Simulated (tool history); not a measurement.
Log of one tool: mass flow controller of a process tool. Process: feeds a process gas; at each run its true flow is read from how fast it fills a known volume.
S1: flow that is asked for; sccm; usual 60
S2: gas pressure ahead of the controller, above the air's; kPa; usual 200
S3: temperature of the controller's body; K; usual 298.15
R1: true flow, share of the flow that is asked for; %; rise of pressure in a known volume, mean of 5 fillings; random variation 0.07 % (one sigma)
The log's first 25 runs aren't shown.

{"run": 26, "hour": 2383.8, "S1": 32, "S2": 191, "S3": 295.15, "R1": 96.25}
{"run": 27, "hour": 2439.8, "S1": 136, "S2": 176, "S3": 308.15, "R1": 100.55}
{"run": 28, "hour": 2495.1, "S1": 136, "S2": 176, "S3": 308.15, "R1": 100.38}
{"hour": 2505.8, "done": "controller's zero set anew"}
{"run": 29, "hour": 2564.6, "S1": 136, "S2": 176, "S3": 308.15, "R1": 100.2}
{"run": 30, "hour": 2627.4, "S1": 60, "S2": 172, "S3": 305.15, "R1": 97.72}
{"run": 31, "hour": 2711.2, "S1": 25, "S2": 184, "S3": 311.15, "R1": 94.25}
{"run": 32, "hour": 2783.3, "S1": 60, "S2": 213, "S3": 309.15, "R1": 98.04}
{"run": 33, "hour": 2842.9, "S1": 60, "S2": 213, "S3": 309.15, "R1": 98.01}
{"run": 34, "hour": 2905.4, "S1": 133, "S2": 161, "S3": 294.15, "R1": 99.7}
{"run": 35, "hour": 3016.1, "S1": 45, "S2": 166, "S3": 312.15, "R1": 96.97}
{"run": 36, "hour": 3068.6, "S1": 45, "S2": 166, "S3": 312.15, "R1": 96.89}
{"hour": 3114.1, "done": "controller's zero set anew, once more"}
{"run": 37, "hour": 3152.0, "S1": 60, "S2": 198, "S3": 298.15, "R1": 100.04}
{"run": 38, "hour": 3278.9, "S1": 60, "S2": 198, "S3": 303.15, "R1": 100.12}
{"run": 39, "hour": 3398.4, "S1": 47, "S2": 200, "S3": 298.15, "R1": 99.72}
{"run": 40, "hour": 3477.6, "S1": 24, "S2": 149, "S3": 296.15, "R1": 98.92}
{"run": 41, "hour": 3563.6, "S1": 24, "S2": 149, "S3": 296.15, "R1": 98.85}
{"run": 42, "hour": 3615.3, "S1": 25, "S2": 239, "S3": 306.15, "R1": 99.7}
{"run": 43, "hour": 3696.8, "S1": 25, "S2": 199, "S3": 295.15, "R1": 99.13}
{"run": 44, "hour": 3803.6, "S1": 39, "S2": 171, "S3": 302.15, "R1": 99.59}
{"run": 45, "hour": 3887.8, "S1": 86, "S2": 171, "S3": 302.15, "R1": 100.45}
{"run": 46, "hour": 3977.3, "S1": 65, "S2": 243, "S3": 296.15, "R1": 100.15}
{"run": 47, "hour": 4035.2, "S1": 65, "S2": 243, "S3": 296.15, "R1": 100.05}
{"run": 48, "hour": 4115.7, "S1": 29, "S2": 217, "S3": 313.15, "R1": 99.83}

3 ways to go on from here, each from the tool as it stands after run 48. What would each give?
{"run": "A", "hour": 4194.1, "S1": 145, "S2": 166, "S3": 309.15, "R1": "?"}
{"run": "B", "hour": 4194.1, "S1": 29, "S2": 217, "S3": 307.15, "R1": "?"}
{"run": "C", "hour": 4194.1, "S1": 67, "S2": 217, "S3": 313.15, "R1": "?"}

run=A R1=101.78
run=B R1=99.55
run=C R1=100.86
Without the tool's hidden state the same runs would have given:
run=A R1=99.50
run=B R1=97.93
run=C R1=98.77

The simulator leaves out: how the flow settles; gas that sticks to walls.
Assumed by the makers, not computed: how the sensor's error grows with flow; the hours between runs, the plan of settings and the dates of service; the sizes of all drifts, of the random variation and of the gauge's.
